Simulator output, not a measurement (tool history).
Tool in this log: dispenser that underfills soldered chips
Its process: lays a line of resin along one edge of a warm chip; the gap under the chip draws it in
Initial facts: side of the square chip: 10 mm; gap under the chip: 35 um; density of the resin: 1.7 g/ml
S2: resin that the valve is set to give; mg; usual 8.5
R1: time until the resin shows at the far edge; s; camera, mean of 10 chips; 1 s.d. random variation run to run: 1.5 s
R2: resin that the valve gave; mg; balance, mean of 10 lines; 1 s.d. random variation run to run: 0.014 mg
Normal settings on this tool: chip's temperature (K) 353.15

{"run": 1, "day": 0.0, "chip's temperature (K)": 353.15, "S2": 8.5, "R1": 260.4, "R2": 8.36}
{"day": 0.058, "done": "new syringe of resin"}
{"run": 2, "day": 0.35, "chip's temperature (K)": 353.15, "S2": 8.5, "R1": 196.1, "R2": 8.35}
{"run": 3, "day": 0.542, "chip's temperature (K)": 353.15, "S2": 8.5, "R1": 250, "R2": 8.33}
{"day": 0.612, "done": "new syringe of resin"}
{"run": 4, "day": 0.708, "chip's temperature (K)": 365.15, "S2": 8.5, "R1": 88.6, "R2": 8.35}
{"run": 5, "day": 0.954, "chip's temperature (K)": 365.15, "S2": 8.5, "R1": 117.4, "R2": 8.34}
{"day": 1.162, "done": "new syringe of resin"}
{"run": 6, "day": 1.283, "chip's temperature (K)": 365.15, "S2": 8.5, "R1": 89.8, "R2": 8.31}
{"run": 7, "day": 1.5, "chip's temperature (K)": 340.15, "S2": 8.5, "R1": 418.1, "R2": 8.29}
{"day": 1.712, "done": "new syringe of resin"}
{"run": 8, "day": 1.762, "chip's temperature (K)": 353.15, "S2": 7.86, "R1": 151.4, "R2": 7.68}
{"run": 9, "day": 1.954, "chip's temperature (K)": 353.15, "S2": 7.86, "R1": 190, "R2": 7.68}
{"run": 10, "day": 2.167, "chip's temperature (K)": 353.15, "S2": 7.86, "R1": 247.1, "R2": 7.65}
{"day": 2.258, "done": "new syringe of resin"}
{"run": 11, "day": 2.346, "chip's temperature (K)": 353.15, "S2": 7.86, "R1": 159.5, "R2": 7.65}
{"run": 12, "day": 2.65, "chip's temperature (K)": 353.15, "S2": 7.86, "R1": 228.2, "R2": 7.62}
{"day": 2.812, "done": "new syringe of resin"}
{"run": 13, "day": 2.971, "chip's temperature (K)": 353.15, "S2": 7.86, "R1": 171.3, "R2": 7.61}
{"run": 14, "day": 3.133, "chip's temperature (K)": 348.15, "S2": 9.03, "R1": 260.6, "R2": 8.76}
{"run": 15, "day": 3.288, "chip's temperature (K)": 339.15, "S2": 8.2, "R1": 525.4, "R2": 7.94}
{"day": 3.354, "done": "new syringe of resin"}
{"day": 3.538, "done": "dispensing valve cleaned and set on the balance"}
{"run": 16, "day": 3.617, "chip's temperature (K)": 339.15, "S2": 8.2, "R1": 394.4, "R2": 8.19}
{"run": 17, "day": 3.912, "chip's temperature (K)": 339.15, "S2": 8.2, "R1": 547.6, "R2": 8.18}
{"day": 3.942, "done": "new syringe of resin"}
{"run": 18, "day": 4.121, "chip's temperature (K)": 353.15, "S2": 8.08, "R1": 172.8, "R2": 8.06}
{"run": 19, "day": 4.288, "chip's temperature (K)": 353.15, "S2": 8.78, "R1": 207.5, "R2": 8.73}
{"day": 4.492, "done": "new syringe of resin"}
{"run": 20, "day": 4.6, "chip's temperature (K)": 358.15, "S2": 7.7, "R1": 126.9, "R2": 7.67}
{"run": 21, "day": 4.85, "chip's temperature (K)": 344.15, "S2": 7.95, "R1": 346.7, "R2": 7.89}
{"day": 5.05, "done": "new syringe of resin"}
{"run": 22, "day": 5.121, "chip's temperature (K)": 344.15, "S2": 10.03, "R1": 235.5, "R2": 9.96}
{"run": 23, "day": 5.371, "chip's temperature (K)": 344.15, "S2": 10.03, "R1": 321.5, "R2": 9.94}
{"day": 5.617, "done": "new syringe of resin"}
{"run": 24, "day": 5.638, "chip's temperature (K)": 353.15, "S2": 9.22, "R1": 138.4, "R2": 9.13}
{"run": 25, "day": 5.792, "chip's temperature (K)": 353.15, "S2": 9.22, "R1": 167.8, "R2": 9.1}
{"run": 26, "day": 5.971, "chip's temperature (K)": 346.15, "S2": 7.65, "R1": 319.6, "R2": 7.57}

Each row is a separate what-if for the run after 26, all from the same tool condition, not one after another. Results?
{"day": 6.175, "done": "new syringe of resin"}
{"run": "A", "day": 6.225, "chip's temperature (K)": 343.15, "S2": 7.85, "R1": "?", "R2": "?"}
{"day": 6.175, "done": "new syringe of resin"}
{"run": "B", "day": 6.225, "chip's temperature (K)": 352.15, "S2": 9.75, "R1": "?", "R2": "?"}
{"day": 6.175, "done": "new syringe of resin"}
{"run": "C", "day": 6.225, "chip's temperature (K)": 360.15, "S2": 7.97, "R1": "?", "R2": "?"}
{"day": 6.175, "done": "new syringe of resin"}
{"run": "D", "day": 6.225, "chip's temperature (K)": 367.15, "S2": 7.65, "R1": "?", "R2": "?"}

run=A R1=252.9 R2=7.75
run=B R1=153.5 R2=9.63
run=C R1=105.9 R2=7.85
run=D R1=78.6 R2=7.53
Take away the tool's hidden state, keep each run's random variation, and the runs would have read:
run=A R1=249.4 R2=7.85
run=B R1=151.3 R2=9.75
run=C R1=103.9 R2=7.95
run=D R1=76.9 R2=7.63
